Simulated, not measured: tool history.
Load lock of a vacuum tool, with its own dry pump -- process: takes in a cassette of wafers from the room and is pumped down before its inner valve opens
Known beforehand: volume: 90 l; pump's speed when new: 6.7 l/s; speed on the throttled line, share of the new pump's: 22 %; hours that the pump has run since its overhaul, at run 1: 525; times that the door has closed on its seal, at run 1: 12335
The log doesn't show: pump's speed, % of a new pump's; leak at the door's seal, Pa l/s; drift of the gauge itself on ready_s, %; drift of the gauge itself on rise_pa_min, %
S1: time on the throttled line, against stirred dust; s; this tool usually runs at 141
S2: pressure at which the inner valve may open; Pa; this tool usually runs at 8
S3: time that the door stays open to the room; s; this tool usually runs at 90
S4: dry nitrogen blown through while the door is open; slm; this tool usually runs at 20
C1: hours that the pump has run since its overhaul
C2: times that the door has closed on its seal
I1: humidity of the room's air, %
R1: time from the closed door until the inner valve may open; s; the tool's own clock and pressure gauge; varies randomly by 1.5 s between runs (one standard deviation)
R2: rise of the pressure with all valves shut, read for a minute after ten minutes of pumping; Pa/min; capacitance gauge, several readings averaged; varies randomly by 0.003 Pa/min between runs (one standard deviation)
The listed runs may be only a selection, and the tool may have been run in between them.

Run 1, hour 0: usual settings; C1 525; C2 12335; I1 45.7. Result: R1 237.2 s, R2 0.127 Pa/min.
Run 2, hour 212.8: usual settings; C1 738; C2 12891; I1 44.7. Result: R1 239.4 s, R2 0.134 Pa/min.
Run 3, hour 479.1: usual settings but S1 142 s; C1 1004; C2 13587; I1 46.7. Result: R1 238.7 s, R2 0.141 Pa/min.
Run 4, hour 655.4: usual settings; C1 1180; C2 14048; I1 43.6. Result: R1 234.2 s, R2 0.147 Pa/min.
Run 5, hour 1056.4: usual settings; C1 1581; C2 15096; I1 47.1. Result: R1 240.2 s, R2 0.157 Pa/min.
Run 6, hour 1335.7: usual settings; C1 1860; C2 15826; I1 48.3. Result: R1 241.2 s, R2 0.171 Pa/min.
Run 7, hour 1641.5: usual settings; C1 2166; C2 16625; I1 45.2. Result: R1 240.1 s, R2 0.179 Pa/min.
Run 8, hour 1993.4: usual settings; C1 2518; C2 17545; I1 43.8. Result: R1 241.3 s, R2 0.192 Pa/min.
Run 9, hour 2195.2: usual settings but S3 182 s; C1 2720; C2 18072; I1 43.9. Result: R1 240.4 s, R2 0.208 Pa/min.
Run 10, hour 2419.3: usual settings but S3 182 s; C1 2944; C2 18658; I1 46.2. Result: R1 240.3 s, R2 0.216 Pa/min.
Run 11, hour 2624.8: usual settings but S2 15 Pa, S3 182 s; C1 3150; C2 19195; I1 42.9. Result: R1 230.5 s, R2 0.225 Pa/min.
Run 12, hour 2847.5: usual settings; C1 3372; C2 19777; I1 43.9. Result: R1 242 s, R2 0.218 Pa/min.
Run 13, hour 3220.7: usual settings; C1 3745; C2 20752; I1 45.3. Result: R1 242.4 s, R2 0.245 Pa/min.
Run 14, hour 3641.1: usual settings but S4 16 slm; C1 4166; C2 21851; I1 44.2. Result: R1 243.8 s, R2 0.254 Pa/min.
Run 15, hour 4029.5: usual settings but S2 7 Pa; C1 4554; C2 22866; I1 43.4. Result: R1 244.1 s, R2 0.268 Pa/min.
Run 16, hour 4233.2: usual settings but S2 7 Pa; C1 4758; C2 23399; I1 44.2. Result: R1 245.4 s, R2 0.276 Pa/min.
Run 17, hour 4494.9: usual settings; C1 5020; C2 24083; I1 43.5. Result: R1 243.3 s, R2 0.288 Pa/min.
Run 18, hour 4698.2: usual settings; C1 5223; C2 24614; I1 40.6. Result: R1 243.1 s, R2 0.288 Pa/min.
Run 19, hour 4953.7: usual settings but S1 89 s, S2 11 Pa; C1 5478; C2 25282; I1 44.1. Result: R1 198.1 s, R2 0.305 Pa/min.
Run 20, hour 5324.7: usual settings but S1 74 s, S3 86 s; C1 5850; C2 26251; I1 44.7. Result: R1 194.8 s, R2 0.335 Pa/min.
Run 21, hour 5656.3: usual settings but S1 74 s, S3 133 s; C1 6181; C2 27118; I1 46.7. Result: R1 192.6 s, R2 0.349 Pa/min.
Run 22, hour 6027.2: usual settings but S1 74 s, S2 9 Pa, S3 27 s, S4 18 slm; C1 6552; C2 28087; I1 42.7. Result: R1 190.8 s, R2 0.357 Pa/min.
Run 23, hour 6216.2: usual settings but S1 211 s, S2 9 Pa, S3 175 s, S4 18 slm; C1 6741; C2 28581; I1 48.1. Result: R1 294.6 s, R2 0.385 Pa/min.
Run 24, hour 6493.8: usual settings but S2 14 Pa, S3 45 s, S4 10 slm; C1 7019; C2 29307; I1 45.2. Result: R1 238.8 s, R2 0.38 Pa/min.
Run 25, hour 6877: usual settings but S2 6 Pa, S3 29 s, S4 5 slm; C1 7402; C2 30309; I1 41.8. Result: R1 249 s, R2 0.409 Pa/min.
Run 26, hour 7085.9: usual settings but S3 58 s; C1 7611; C2 30854; I1 45.1. Result: R1 247.7 s, R2 0.416 Pa/min.
Run 27, hour 7506.1: usual settings but S1 116 s, S2 7 Pa, S3 82 s; C1 8031; C2 31953; I1 43.4. Result: R1 229.8 s, R2 0.437 Pa/min.
Run 28, hour 7889: usual settings but S2 10 Pa, S3 28 s; C1 8414; C2 32953; I1 46. Result: R1 244.8 s, R2 0.443 Pa/min.
Run 29, hour 8069.6: usual settings but S1 130 s, S2 12 Pa, S4 34 slm; C1 8594; C2 33425; I1 44.5. Result: R1 231.6 s, R2 0.466 Pa/min.
Run 30, hour 8445.7: usual settings but S2 12 Pa, S4 5 slm; C1 8970; C2 34408; I1 47.1. Result: R1 239.8 s, R2 0.504 Pa/min.
Run 31, hour 8847.7: usual settings but S2 12 Pa, S4 5 slm; C1 9373; C2 35459; I1 42.5. Result: R1 242 s, R2 0.525 Pa/min.
Run 32, hour 9236.2: usual settings but S2 9 Pa, S3 239 s, S4 5 slm; C1 9761; C2 36474; I1 46. Result: R1 246.8 s, R2 0.567 Pa/min.
At hour 9347.1: door's seal changed, seat wiped.
Run 33, hour 9597.7: usual settings but S1 103 s, S2 10 Pa, S3 239 s, S4 5 slm; C1 10121; C2 655; I1 42.6. Result: R1 219.6 s, R2 0.055 Pa/min.
Run 34, hour 9891.7: usual settings but S1 182 s, S2 9 Pa, S3 69 s, S4 30 slm; C1 10415; C2 1424; I1 45.3. Result: R1 277.1 s, R2 0.027 Pa/min.
Run 35, hour 10135.6: usual settings but S1 182 s, S2 9 Pa, S3 69 s, S4 30 slm; C1 10659; C2 2061; I1 46.6. Result: R1 276.5 s, R2 0.029 Pa/min.
Run 36, hour 10444.3: usual settings but S1 182 s, S2 9 Pa, S3 69 s, S4 30 slm; C1 10968; C2 2868; I1 47.6. Result: R1 278.1 s, R2 0.033 Pa/min.

Here are 4 independent what-if runs from the current tool condition. What would each one return?
Run A, hour 10776.3: usual settings but S1 76 s; C1 11300; C2 3736; I1 43.6. Result: R1 ?, R2 ?.
Run B, hour 10776.3: usual settings but S1 182 s, S2 9 Pa, S3 99 s, S4 21 slm; C1 11300; C2 3736; I1 42.4. Result: R1 ?, R2 ?.
Run C, hour 10776.3: usual settings but S4 38 slm; C1 11300; C2 3736; I1 45.6. Result: R1 ?, R2 ?.
Run D, hour 10776.3: usual settings but S3 119 s; C1 11300; C2 3736; I1 41.4. Result: R1 ?, R2 ?.

run     R1     R2
  A  199.4  0.048
  B  277.4  0.043
  C    251   0.04
  D  249.7  0.048
With no hidden state in the tool, these same runs would have given:
run     R1     R2
  A    186  0.029
  B  267.2  0.024
  C  239.2  0.021
  D  237.9  0.029
